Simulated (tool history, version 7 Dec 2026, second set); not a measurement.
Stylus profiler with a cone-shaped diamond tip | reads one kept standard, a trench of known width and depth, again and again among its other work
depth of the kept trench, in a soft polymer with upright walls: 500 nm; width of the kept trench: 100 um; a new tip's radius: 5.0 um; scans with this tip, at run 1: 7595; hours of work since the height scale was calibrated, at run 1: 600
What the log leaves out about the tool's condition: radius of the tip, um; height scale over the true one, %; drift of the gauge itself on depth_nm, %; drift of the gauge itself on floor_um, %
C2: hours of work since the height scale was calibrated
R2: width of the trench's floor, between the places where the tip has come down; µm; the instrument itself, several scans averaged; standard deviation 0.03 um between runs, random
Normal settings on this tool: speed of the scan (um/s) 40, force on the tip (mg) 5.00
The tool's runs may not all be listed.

Run 1, hour 0.0: usual settings; scans with this tip 7595; C2 600. Result: depth of the trench (nm) 505.42, R2 93.95 µm.
Run 2, hour 17.7: usual settings but speed of the scan (um/s) 11; scans with this tip 7745; C2 611. Result: depth of the trench (nm) 505.49, R2 94.02 µm.
Run 3, hour 29.8: usual settings but speed of the scan (um/s) 125; scans with this tip 7849; C2 620. Result: depth of the trench (nm) 505.43, R2 93.82 µm.
Run 4, hour 48.4: usual settings but force on the tip (mg) 12.38; scans with this tip 8007; C2 632. Result: depth of the trench (nm) 509.40, R2 93.95 µm.
Run 5, hour 60.7: usual settings but force on the tip (mg) 12.38; scans with this tip 8112; C2 640. Result: depth of the trench (nm) 509.49, R2 93.93 µm.
Run 6, hour 70.8: usual settings but force on the tip (mg) 12.38; scans with this tip 8198; C2 647. Result: depth of the trench (nm) 509.39, R2 93.92 µm.
Run 7, hour 81.7: usual settings but force on the tip (mg) 12.38; scans with this tip 8291; C2 655. Result: depth of the trench (nm) 509.28, R2 93.92 µm.
Run 8, hour 89.6: usual settings but speed of the scan (um/s) 12; scans with this tip 8359; C2 660. Result: depth of the trench (nm) 505.73, R2 93.92 µm.
Run 9, hour 101.3: usual settings but speed of the scan (um/s) 12; scans with this tip 8459; C2 668. Result: depth of the trench (nm) 505.49, R2 93.85 µm.
Run 10, hour 114.5: usual settings but speed of the scan (um/s) 12; scans with this tip 8572; C2 677. Result: depth of the trench (nm) 505.53, R2 93.88 µm.
Run 11, hour 124.1: usual settings but force on the tip (mg) 2.05; scans with this tip 8653; C2 683. Result: depth of the trench (nm) 503.40, R2 93.78 µm.
Run 12, hour 132.3: usual settings but force on the tip (mg) 4.68; scans with this tip 8723; C2 689. Result: depth of the trench (nm) 505.04, R2 93.77 µm.
Run 13, hour 140.7: usual settings but force on the tip (mg) 4.68; scans with this tip 8795; C2 694. Result: depth of the trench (nm) 505.03, R2 93.75 µm.
Run 14, hour 153.3: usual settings; scans with this tip 8903; C2 703. Result: depth of the trench (nm) 505.31, R2 93.79 µm.
Run 15, hour 168.4: usual settings; scans with this tip 9031; C2 713. Result: depth of the trench (nm) 505.29, R2 93.75 µm.
Run 16, hour 179.8: usual settings; scans with this tip 9128; C2 721. Result: depth of the trench (nm) 505.56, R2 93.73 µm.
Run 17, hour 193.4: usual settings; scans with this tip 9244; C2 730. Result: depth of the trench (nm) 505.54, R2 93.71 µm.
Run 18, hour 201.7: usual settings; scans with this tip 9316; C2 735. Result: depth of the trench (nm) 505.26, R2 93.71 µm.
Run 19, hour 219.1: usual settings but speed of the scan (um/s) 14; scans with this tip 9464; C2 747. Result: depth of the trench (nm) 505.67, R2 93.72 µm.
Run 20, hour 230.7: usual settings but speed of the scan (um/s) 14; scans with this tip 9563; C2 755. Result: depth of the trench (nm) 505.56, R2 93.68 µm.
Run 21, hour 249.6: usual settings; scans with this tip 9724; C2 768. Result: depth of the trench (nm) 505.63, R2 93.62 µm.
Run 22, hour 263.7: usual settings but force on the tip (mg) 6.13; scans with this tip 9844; C2 777. Result: depth of the trench (nm) 505.94, R2 93.60 µm.
Run 23, hour 273.1: usual settings; scans with this tip 9925; C2 783. Result: depth of the trench (nm) 505.54, R2 93.58 µm.
Run 24, hour 282.7: usual settings; scans with this tip 10006; C2 790. Result: depth of the trench (nm) 505.53, R2 93.52 µm.
Run 25, hour 301.6: usual settings; scans with this tip 10168; C2 803. Result: depth of the trench (nm) 505.48, R2 93.49 µm.
Run 26, hour 312.0: usual settings but speed of the scan (um/s) 54, force on the tip (mg) 4.75; scans with this tip 10257; C2 810. Result: depth of the trench (nm) 505.38, R2 93.53 µm.
Run 27, hour 320.8: usual settings but speed of the scan (um/s) 27, force on the tip (mg) 11.80; scans with this tip 10332; C2 816. Result: depth of the trench (nm) 508.95, R2 93.57 µm.
Run 28, hour 332.1: usual settings but speed of the scan (um/s) 27, force on the tip (mg) 11.80; scans with this tip 10428; C2 823. Result: depth of the trench (nm) 509.24, R2 93.56 µm.
Run 29, hour 347.0: usual settings but speed of the scan (um/s) 27, force on the tip (mg) 7.89; scans with this tip 10555; C2 833. Result: depth of the trench (nm) 507.17, R2 93.54 µm.
Run 30, hour 355.6: usual settings but speed of the scan (um/s) 22, force on the tip (mg) 2.92; scans with this tip 10628; C2 839. Result: depth of the trench (nm) 504.21, R2 93.45 µm.
Run 31, hour 373.9: usual settings but speed of the scan (um/s) 55, force on the tip (mg) 7.34; scans with this tip 10785; C2 851. Result: depth of the trench (nm) 507.04, R2 93.43 µm.
Run 32, hour 390.5: usual settings but speed of the scan (um/s) 126, force on the tip (mg) 2.38; scans with this tip 10926; C2 863. Result: depth of the trench (nm) 503.87, R2 93.07 µm.
Run 33, hour 407.2: usual settings but speed of the scan (um/s) 14, force on the tip (mg) 2.41; scans with this tip 11069; C2 874. Result: depth of the trench (nm) 503.73, R2 93.44 µm.
Run 34, hour 417.1: usual settings but speed of the scan (um/s) 139, force on the tip (mg) 2.09; scans with this tip 11154; C2 881. Result: depth of the trench (nm) 503.82, R2 93.03 µm.
Run 35, hour 427.4: usual settings but speed of the scan (um/s) 91, force on the tip (mg) 1.85; scans with this tip 11241; C2 887. Result: depth of the trench (nm) 503.55, R2 93.13 µm.
Run 36, hour 446.3: usual settings but speed of the scan (um/s) 61; scans with this tip 11403; C2 900. Result: depth of the trench (nm) 505.84, R2 93.25 µm.
Run 37, hour 458.2: usual settings but speed of the scan (um/s) 121, force on the tip (mg) 6.09; scans with this tip 11504; C2 908. Result: depth of the trench (nm) 506.41, R2 93.20 µm.
Run 38, hour 473.7: usual settings but speed of the scan (um/s) 28, force on the tip (mg) 2.47; scans with this tip 11636; C2 919. Result: depth of the trench (nm) 503.80, R2 93.25 µm.
Run 39, hour 482.0: usual settings but speed of the scan (um/s) 28, force on the tip (mg) 2.47; scans with this tip 11707; C2 924. Result: depth of the trench (nm) 503.88, R2 93.26 µm.
Run 40, hour 493.8: usual settings but speed of the scan (um/s) 18, force on the tip (mg) 7.07; scans with this tip 11808; C2 932. Result: depth of the trench (nm) 507.05, R2 93.34 µm.
Run 41, hour 501.6: usual settings but speed of the scan (um/s) 30, force on the tip (mg) 8.79; scans with this tip 11874; C2 937. Result: depth of the trench (nm) 507.81, R2 93.31 µm.
Run 42, hour 515.7: usual settings but speed of the scan (um/s) 30, force on the tip (mg) 8.79; scans with this tip 11995; C2 947. Result: depth of the trench (nm) 508.15, R2 93.27 µm.
Run 43, hour 532.1: usual settings but speed of the scan (um/s) 13, force on the tip (mg) 11.99; scans with this tip 12134; C2 958. Result: depth of the trench (nm) 509.52, R2 93.30 µm.
Run 44, hour 547.2: usual settings but speed of the scan (um/s) 13, force on the tip (mg) 11.99; scans with this tip 12263; C2 968. Result: depth of the trench (nm) 509.68, R2 93.25 µm.
Run 45, hour 558.6: usual settings but speed of the scan (um/s) 13, force on the tip (mg) 11.99; scans with this tip 12360; C2 976. Result: depth of the trench (nm) 509.25, R2 93.23 µm.
Run 46, hour 569.2: usual settings but speed of the scan (um/s) 13, force on the tip (mg) 11.99; scans with this tip 12451; C2 983. Result: depth of the trench (nm) 509.65, R2 93.26 µm.

Pick out some run-to-run changes in depth of the trench (nm). Of each, how much would a tool without hidden state show as well, from the settings, what came in and chance, and how much is left for the hidden state and any gauge scatter not in both results compared?
Run 2 -> 3: speed of the scan (um/s) 11 -> 125. depth of the trench (nm) -0.06: hidden state +0.02, all else -0.08.
Run 3 -> 4: speed of the scan (um/s) 125 -> 40, force on the tip (mg) 5.00 -> 12.38. depth of the trench (nm) +3.97: hidden state +0.01, all else +3.96.
Run 4 -> 5: nothing adjusted, nothing logged. depth of the trench (nm) +0.09: hidden state +0.02, all else +0.07.
Run 7 -> 8: speed of the scan (um/s) 40 -> 12, force on the tip (mg) 12.38 -> 5.00. depth of the trench (nm) -3.55: hidden state +0.01, all else -3.56.
Run 21 -> 22: force on the tip (mg) 5.00 -> 6.13. depth of the trench (nm) +0.31: hidden state +0.02, all else +0.29.
Run 26 -> 27: speed of the scan (um/s) 54 -> 27, force on the tip (mg) 4.75 -> 11.80. depth of the trench (nm) +3.57: hidden state +0.01, all else +3.56.
